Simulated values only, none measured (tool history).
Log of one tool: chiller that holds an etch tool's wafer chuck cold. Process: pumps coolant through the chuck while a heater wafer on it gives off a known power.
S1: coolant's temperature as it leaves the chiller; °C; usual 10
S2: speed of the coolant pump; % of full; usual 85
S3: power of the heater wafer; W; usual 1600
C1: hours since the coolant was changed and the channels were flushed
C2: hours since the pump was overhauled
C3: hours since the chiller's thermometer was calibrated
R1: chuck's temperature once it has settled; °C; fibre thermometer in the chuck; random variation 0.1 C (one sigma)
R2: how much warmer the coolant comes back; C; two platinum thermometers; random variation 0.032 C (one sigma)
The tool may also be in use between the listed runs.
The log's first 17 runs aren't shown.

run      day  S1  S2    S3    C1    C2    C3    R1    R2
 18   80.642  10  85  1134  8481  7230  2852  19.8  2.61
 19   86.433  14  75  1600  8620  7369  2991  29.6  4.09
 20   91.400  14  75  1600  8739  7488  3110  29.8  4.13
 21   94.467  19  71  1904  8813  7562  3184  38.5  5.21
      97.858  -- coolant changed, channels flushed
 22   99.112   7  67  1453    30  7667  3289  21.4  4.23
 23  105.779   4  91  1169   190  7827  3449  12.7  2.56
 24  112.833  18  81  1600   359  7996  3618  31.3  3.90
 25  117.154  14  61  1894   463  8100  3722  34.6  6.09
 26  123.975  11  86  2015   627  8264  3886  27.2  4.66
 27  130.125  15  65  1610   774  8411  4033  31.7  4.91
 28  133.654   4  65  1983   859  8496  4118  24.5  6.10
 29  140.700   4  65  1983  1028  8665  4287  24.9  6.08
 30  146.538   3  61  1622  1168  8805  4427  20.8  5.28
 31  151.446  20  88  1665  1286  8923  4545  33.1  3.85
 32  155.696  20  88  1665  1388  9025  4647  33.1  3.86

Forecast each of these 4 alternatives for the next run:
  A  159.604  15  80  2257  1482  9119  4741   ?   ?
  B  159.604   7  76  1665  1482  9119  4741   ?   ?
  C  159.604  15  71  1665  1482  9119  4741   ?   ?
  D  159.604   3  92  1600  1482  9119  4741   ?   ?

run    R1    R2
  A  34.8  5.75
  B  22.2  4.46
  C  31.2  4.70
  D  15.4  3.54
Without the tool's hidden state the same runs would have given:
run    R1    R2
  A  32.8  5.03
  B  20.7  3.90
  C  29.5  4.11
  D  14.2  3.09

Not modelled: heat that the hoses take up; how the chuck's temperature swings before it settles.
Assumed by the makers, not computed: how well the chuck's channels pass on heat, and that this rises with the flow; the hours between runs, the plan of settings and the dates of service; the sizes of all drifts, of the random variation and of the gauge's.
